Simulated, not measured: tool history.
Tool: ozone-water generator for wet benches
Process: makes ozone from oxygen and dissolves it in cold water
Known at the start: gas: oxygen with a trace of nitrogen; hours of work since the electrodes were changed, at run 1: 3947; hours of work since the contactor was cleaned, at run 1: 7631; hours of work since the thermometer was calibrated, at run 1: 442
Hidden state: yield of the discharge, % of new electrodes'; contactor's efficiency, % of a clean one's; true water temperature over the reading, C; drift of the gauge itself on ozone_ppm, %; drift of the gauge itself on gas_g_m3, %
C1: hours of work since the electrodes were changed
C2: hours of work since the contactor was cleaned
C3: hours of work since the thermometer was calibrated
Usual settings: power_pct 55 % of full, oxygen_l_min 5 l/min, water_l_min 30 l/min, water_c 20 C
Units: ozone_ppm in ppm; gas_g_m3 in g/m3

run 1 hour=0 | power_pct=55 oxygen_l_min=5 water_l_min=30 water_c=20 | C1=3947 C2=7631 C3=442 | ozone_ppm=12.5 gas_g_m3=149.5
-- hour=19.6 contactor cleaned
run 2 hour=105.3 | power_pct=55 oxygen_l_min=5 water_l_min=30 water_c=25 | C1=4045 C2=83 C3=539 | ozone_ppm=12.1 gas_g_m3=148.3
run 3 hour=326.9 | power_pct=55 oxygen_l_min=5 water_l_min=30 water_c=20 | C1=4258 C2=296 C3=753 | ozone_ppm=13.2 gas_g_m3=147.1
run 4 hour=464.7 | power_pct=55 oxygen_l_min=5 water_l_min=30 water_c=20 | C1=4391 C2=429 C3=886 | ozone_ppm=13.1 gas_g_m3=149
run 5 hour=681.7 | power_pct=55 oxygen_l_min=5 water_l_min=30 water_c=20 | C1=4600 C2=638 C3=1095 | ozone_ppm=12.8 gas_g_m3=146.7
run 6 hour=876.5 | power_pct=55 oxygen_l_min=5 water_l_min=30 water_c=20 | C1=4788 C2=826 C3=1283 | ozone_ppm=12.9 gas_g_m3=146.8
run 7 hour=1040.4 | power_pct=55 oxygen_l_min=5 water_l_min=30 water_c=20 | C1=4946 C2=984 C3=1441 | ozone_ppm=12.8 gas_g_m3=146.4
run 8 hour=1165 | power_pct=55 oxygen_l_min=5 water_l_min=30 water_c=20 | C1=5066 C2=1104 C3=1561 | ozone_ppm=12.8 gas_g_m3=144.4
run 9 hour=1289.7 | power_pct=55 oxygen_l_min=5 water_l_min=30 water_c=20 | C1=5186 C2=1224 C3=1681 | ozone_ppm=12.8 gas_g_m3=145.7
run 10 hour=1505.5 | power_pct=55 oxygen_l_min=5 water_l_min=30 water_c=20 | C1=5394 C2=1432 C3=1889 | ozone_ppm=12.7 gas_g_m3=145.2
run 11 hour=1621.8 | power_pct=55 oxygen_l_min=5 water_l_min=30 water_c=20 | C1=5506 C2=1544 C3=2001 | ozone_ppm=12.5 gas_g_m3=143.4
run 12 hour=1818.7 | power_pct=55 oxygen_l_min=5 water_l_min=30 water_c=20 | C1=5696 C2=1734 C3=2191 | ozone_ppm=12.4 gas_g_m3=143.4
run 13 hour=2024.4 | power_pct=55 oxygen_l_min=5 water_l_min=30 water_c=20 | C1=5894 C2=1932 C3=2389 | ozone_ppm=12.2 gas_g_m3=143.5
run 14 hour=2213.2 | power_pct=55 oxygen_l_min=5 water_l_min=30 water_c=20 | C1=6076 C2=2114 C3=2571 | ozone_ppm=12.4 gas_g_m3=141.5
run 15 hour=2367.7 | power_pct=55 oxygen_l_min=5 water_l_min=30 water_c=20 | C1=6225 C2=2263 C3=2720 | ozone_ppm=12.3 gas_g_m3=142.8
run 16 hour=2469.9 | power_pct=55 oxygen_l_min=5 water_l_min=30 water_c=20 | C1=6324 C2=2362 C3=2818 | ozone_ppm=12.3 gas_g_m3=141.6
run 17 hour=2571.4 | power_pct=55 oxygen_l_min=5 water_l_min=30 water_c=20 | C1=6422 C2=2459 C3=2916 | ozone_ppm=12.3 gas_g_m3=140.5
run 18 hour=2667.2 | power_pct=55 oxygen_l_min=5 water_l_min=30 water_c=20 | C1=6514 C2=2552 C3=3009 | ozone_ppm=12.5 gas_g_m3=139.6
run 19 hour=2791.2 | power_pct=55 oxygen_l_min=5 water_l_min=30 water_c=24 | C1=6633 C2=2671 C3=3128 | ozone_ppm=11.7 gas_g_m3=140
run 20 hour=2954.1 | power_pct=55 oxygen_l_min=3.73 water_l_min=29 water_c=14 | C1=6790 C2=2828 C3=3285 | ozone_ppm=13.2 gas_g_m3=170.5
run 21 hour=3128.2 | power_pct=55 oxygen_l_min=4.51 water_l_min=30 water_c=28 | C1=6958 C2=2996 C3=3453 | ozone_ppm=11 gas_g_m3=149.8
run 22 hour=3243.2 | power_pct=44 oxygen_l_min=5 water_l_min=26 water_c=26 | C1=7069 C2=3107 C3=3564 | ozone_ppm=11.1 gas_g_m3=124.5
-- hour=3358 water thermometer calibrated
run 23 hour=3358 | power_pct=44 oxygen_l_min=3.85 water_l_min=26 water_c=26 | C1=7179 C2=3217 C3=0 | ozone_ppm=11.3 gas_g_m3=150.1
run 24 hour=3568.4 | power_pct=44 oxygen_l_min=3.85 water_l_min=26 water_c=26 | C1=7382 C2=3420 C3=203 | ozone_ppm=11.2 gas_g_m3=147.5
run 25 hour=3682.6 | power_pct=72 oxygen_l_min=2.68 water_l_min=26 water_c=26 | C1=7492 C2=3530 C3=313 | ozone_ppm=14.1 gas_g_m3=238.2
run 26 hour=3893.7 | power_pct=55 oxygen_l_min=3.39 water_l_min=21 water_c=20 | C1=7696 C2=3734 C3=516 | ozone_ppm=15.9 gas_g_m3=179
run 27 hour=4096.5 | power_pct=55 oxygen_l_min=3.39 water_l_min=21 water_c=20 | C1=7891 C2=3929 C3=712 | ozone_ppm=15.6 gas_g_m3=178.1
run 28 hour=4188.2 | power_pct=55 oxygen_l_min=7.75 water_l_min=30 water_c=20 | C1=7979 C2=4017 C3=800 | ozone_ppm=11.2 gas_g_m3=102.6
run 29 hour=4358.2 | power_pct=97 oxygen_l_min=3.45 water_l_min=30 water_c=25 | C1=8143 C2=4181 C3=964 | ozone_ppm=14.4 gas_g_m3=224.6
run 30 hour=4475.5 | power_pct=59 oxygen_l_min=3.71 water_l_min=22 water_c=20 | C1=8256 C2=4294 C3=1077 | ozone_ppm=15.3 gas_g_m3=169.8
run 31 hour=4638.5 | power_pct=56 oxygen_l_min=3.85 water_l_min=22 water_c=20 | C1=8413 C2=4451 C3=1234 | ozone_ppm=15.1 gas_g_m3=162.4
run 32 hour=4824.6 | power_pct=55 oxygen_l_min=3.48 water_l_min=44 water_c=20 | C1=8593 C2=4631 C3=1414 | ozone_ppm=8.1 gas_g_m3=171
run 33 hour=4922.4 | power_pct=55 oxygen_l_min=3.48 water_l_min=44 water_c=14 | C1=8687 C2=4725 C3=1508 | ozone_ppm=8.4 gas_g_m3=170.7

Forecast each of these 4 alternatives for the next run:
run A hour=5127.9 | power_pct=61 oxygen_l_min=3.48 water_l_min=44 water_c=16 | C1=8885 C2=4923 C3=1706 | ozone_ppm=? gas_g_m3=?
run B hour=5127.9 | power_pct=99 oxygen_l_min=2.79 water_l_min=40 water_c=20 | C1=8885 C2=4923 C3=1706 | ozone_ppm=? gas_g_m3=?
run C hour=5127.9 | power_pct=92 oxygen_l_min=3.43 water_l_min=30 water_c=27 | C1=8885 C2=4923 C3=1706 | ozone_ppm=? gas_g_m3=?
run D hour=5127.9 | power_pct=55 oxygen_l_min=3.48 water_l_min=24 water_c=14 | C1=8885 C2=4923 C3=1706 | ozone_ppm=? gas_g_m3=?

run=A ozone_ppm=8.6 gas_g_m3=177.6
run=B ozone_ppm=11.2 gas_g_m3=260.1
run=C ozone_ppm=13.4 gas_g_m3=218.6
run=D ozone_ppm=14.6 gas_g_m3=171.2
Without the tool's hidden state the same runs would have given:
run=A ozone_ppm=10.6 gas_g_m3=211.9
run=B ozone_ppm=14.4 gas_g_m3=324.4
run=C ozone_ppm=17.2 gas_g_m3=270.8
run=D ozone_ppm=17.7 gas_g_m3=202.2
